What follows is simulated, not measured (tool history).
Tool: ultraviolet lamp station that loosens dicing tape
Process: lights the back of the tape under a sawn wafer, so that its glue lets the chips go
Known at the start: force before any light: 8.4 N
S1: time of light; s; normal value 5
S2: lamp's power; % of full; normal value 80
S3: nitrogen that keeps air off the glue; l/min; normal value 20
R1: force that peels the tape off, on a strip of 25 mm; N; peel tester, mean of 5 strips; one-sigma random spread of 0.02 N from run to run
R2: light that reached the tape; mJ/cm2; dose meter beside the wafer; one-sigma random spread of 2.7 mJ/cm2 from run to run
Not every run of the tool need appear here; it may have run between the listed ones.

run    hour  S1  S2  S3     R1   R2
  1       0   5  80  20  1.159  324
  2    70.6   5  80   6  2.626  319
  3   127.1   5  80   6  2.612  318
  4   191.5   6  80  20  0.892  375
  5   262.4   6  80  20  0.903  366
        304  -- window cleaned of glue's vapour
  6   349.5   6  80  20  0.754  394
  7   445.1   6  80  20  0.793  388
  8   524.6   6  80  20  0.848  388
  9   611.6   6  80  20  0.851  376
 10     653   5  88  20   1.04  336
 11     716   5  88  20  1.111  330
 12   794.8   5  88  19  1.161  328
 13   860.4   5  88  19  1.201  331
 14   924.8   5  88  19  1.198  318
      954.2  -- window cleaned of glue's vapour
 15  1006.4   2  79  14  4.281  123
 16  1078.6   4  64  15  2.899  199
 17  1141.9   4  64  15  2.868  192
 18  1220.9   4  61   7  4.081  180
 19  1303.1   4  66  38  1.883  194
 20  1372.5   3  63  20  3.557  134
 21  1468.6  10  63  26  0.492  435
 22  1549.4   9  71   6  1.705  435
     1602.9  -- window cleaned of glue's vapour
 23  1602.9   7  71   6  2.124  366
 24  1683.3   3  67   6   4.83  148

The next listed run, before its measurement:
 25  1729.4   3  71   6   ?   ?

For run 25 the tool returned R1 4.642 N, R2 152 mJ/cm2.
On a tool with no hidden condition, and with the same random variation, this run would have come out at R1 4.089 N, R2 186 mJ/cm2.
